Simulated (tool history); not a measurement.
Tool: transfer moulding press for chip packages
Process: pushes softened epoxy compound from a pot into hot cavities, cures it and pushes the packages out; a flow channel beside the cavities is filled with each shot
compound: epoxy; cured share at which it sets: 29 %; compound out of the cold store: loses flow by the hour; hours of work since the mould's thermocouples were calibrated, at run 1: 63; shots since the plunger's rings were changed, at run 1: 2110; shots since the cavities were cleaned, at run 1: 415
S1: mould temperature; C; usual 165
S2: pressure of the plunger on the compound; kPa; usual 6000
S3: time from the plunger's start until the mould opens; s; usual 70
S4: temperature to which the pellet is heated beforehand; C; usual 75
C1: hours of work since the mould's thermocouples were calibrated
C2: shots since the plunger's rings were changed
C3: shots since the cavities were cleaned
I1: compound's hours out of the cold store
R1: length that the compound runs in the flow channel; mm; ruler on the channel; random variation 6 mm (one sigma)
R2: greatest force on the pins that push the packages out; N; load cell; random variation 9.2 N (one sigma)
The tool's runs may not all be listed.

run,hour,S1,S2,S3,S4,C1,C2,C3,I1,R1,R2
1,0,165,6000,70,75,63,2110,415,16.6,802,434
# hour 21.3: cavities cleaned with cleaning compound and waxed
2,29.3,165,6000,70,75,76,2427,92,13.3,828,413
3,65.2,165,6000,70,75,93,2836,501,10.6,820,414
# hour 78.3: cavities cleaned with cleaning compound and waxed
4,83.5,165,6000,70,75,101,3027,60,35.9,776,385
5,102.8,165,6000,70,75,111,3247,280,33,775,391
6,128.2,166,5300,91,75,123,3536,569,29.3,733,291
# hour 135.5: cavities cleaned with cleaning compound and waxed
7,168.7,172,6000,83,80,142,3981,379,18.3,774,281
# hour 192: cavities cleaned with cleaning compound and waxed
8,202.5,173,6830,70,83,157,4349,119,29.6,819,293
9,219.7,172,6650,66,77,165,4545,315,9.1,845,309
# hour 248.8: cavities cleaned with cleaning compound and waxed
10,253.7,172,6650,66,77,181,4915,56,21.6,811,321

3 ways to go on from here, each from the tool as it stands after run 10. What would each give?
A,271.3,172,5730,64,72,189,5116,257,34,?,?
B,271.3,172,6260,66,75,189,5116,257,23.1,?,?
C,271.3,172,6650,95,75,189,5116,257,22.7,?,?

run,R1,R2
A,738,350
B,788,326
C,823,280
Without the tool's hidden state the same runs would have given:
run,R1,R2
A,739,347
B,790,324
C,824,277
